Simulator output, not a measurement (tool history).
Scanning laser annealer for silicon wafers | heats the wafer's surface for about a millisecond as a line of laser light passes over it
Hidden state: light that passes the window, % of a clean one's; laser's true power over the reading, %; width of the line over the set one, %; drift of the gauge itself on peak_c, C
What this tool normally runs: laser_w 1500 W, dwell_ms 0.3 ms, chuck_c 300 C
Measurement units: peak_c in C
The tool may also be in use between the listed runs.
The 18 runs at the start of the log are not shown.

run   hour  laser_w  dwell_ms  chuck_c  hours of work since the window was cleaned  hours of work since the power meter was calibrated  hours of work since the optics were aligned  peak_c
 19  168.6     1500       0.3      300                                         544                                                 299                                          861    1043
 20    175     1500       0.3      300                                         547                                                 302                                          864    1043
 21  182.4     1281     0.246      289                                         550                                                 305                                          867     846
 22  194.2     1281     0.246      289                                         556                                                 310                                          872     845
 23  200.5     1437     0.221      329                                         558                                                 313                                          875     924
 24  206.9     1587     0.221      329                                         561                                                 316                                          878     996
 25  217.1     1375       0.3      297                                         566                                                 321                                          883     969
 26  226.4     1496     0.365      304                                         570                                                 325                                          887    1130
 27  238.3     1506     0.365      337                                         576                                                 330                                          892    1166
 28  246.1     1399       0.3      281                                         579                                                 334                                          896     970
 29  252.2     1500       0.3      288                                         582                                                 337                                          899    1027
 30  262.5     1606       0.3      288                                         587                                                 341                                          903    1088
 31  271.8     1606       0.3      288                                         591                                                 345                                          908    1091
 32  276.9     1606       0.3      288                                         593                                                 348                                          910    1088
 33  284.1     1500       0.3      321                                         596                                                 351                                          913    1064
 34  295.3     1606     0.254      287                                         601                                                 356                                          918    1017
 35    304     1606     0.254      287                                         605                                                 360                                          922    1015
 36  315.4     1551     0.274      266                                         611                                                 365                                          927     996
 37  322.3     1614       0.3      315                                         614                                                 368                                          930    1122
 38  328.5     1512       0.3      300                                         617                                                 371                                          933    1048
 39    341     1448       0.3      265                                         622                                                 377                                          939     976
 40  350.9     1543     0.232      323                                         627                                                 381                                          943     984

4 ways to go on from here, each from the tool as it stands after run 40. What would each give?
  A  356.2     1492       0.3      296                                         629                                                 384                                          946       ?
  B  356.2     1361     0.339      289                                         629                                                 384                                          946       ?
  C  356.2     1412      0.31      300                                         629                                                 384                                          946       ?
  D  356.2     1558     0.232      268                                         629                                                 384                                          946       ?

run  peak_c
  A    1029
  B     997
  C    1006
  D     939
Had the tool no hidden state, the same runs would have come out as:
run  peak_c
  A    1068
  B    1034
  C    1043
  D     974
